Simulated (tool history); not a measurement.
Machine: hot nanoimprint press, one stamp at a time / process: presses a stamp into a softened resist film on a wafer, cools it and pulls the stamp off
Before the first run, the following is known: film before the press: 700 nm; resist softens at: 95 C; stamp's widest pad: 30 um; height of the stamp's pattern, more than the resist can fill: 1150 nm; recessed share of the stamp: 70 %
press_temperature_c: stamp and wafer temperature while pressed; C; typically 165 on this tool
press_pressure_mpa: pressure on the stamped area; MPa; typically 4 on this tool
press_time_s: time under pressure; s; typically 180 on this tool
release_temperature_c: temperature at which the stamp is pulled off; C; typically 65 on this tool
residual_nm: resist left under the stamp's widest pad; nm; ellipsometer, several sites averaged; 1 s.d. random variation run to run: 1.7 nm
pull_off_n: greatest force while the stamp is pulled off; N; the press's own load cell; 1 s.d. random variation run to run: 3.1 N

run	hour	press_temperature_c	press_pressure_mpa	press_time_s	release_temperature_c	residual_nm	pull_off_n
1	0	165	4	180	65	302.3	222
2	94.5	165	4	180	65	299.5	225
3	187.8	165	4	180	65	297.1	221
4	244.9	165	4	180	65	302.2	218
5	321.4	165	4	180	65	300.4	222
# hour 334.3: stamp cleaned and given a new release coat
# hour 399.5: plate thermocouple calibrated
6	399.9	165	4	180	67	300.2	223
7	440.2	165	4	180	67	301.9	215
8	517.3	165	4	180	65	295.1	218
9	564.2	165	4	180	65	296.6	221
10	614.3	165	4	180	65	296.8	225
11	698.7	165	4	180	65	296.8	222
12	769.8	165	3.07	180	67	339.7	228
13	846.2	165	3.07	180	67	342.9	218
# hour 899.9: stamp cleaned and given a new release coat
14	924.7	173	5.76	289	57	147.4	238
15	972.8	165	4.14	266	65	251.3	221
# hour 1000.1: gauge calibrated
16	1013.2	163	4	180	62	325.3	229
17	1093	169	4	180	70	258.1	214
18	1142.5	165	4	180	70	300.4	214

Run 19 comes next. What will it give?
# hour 1174.9: press's hydraulic seals changed and the load cell set to zero
19	1228.2	153	4	104	65	?	?

residual_nm: 527.5 nm
pull_off_n: 225 N
Minus the tool's unlogged condition, the same run would have read residual_nm 531.8 nm, pull_off_n 225 N.
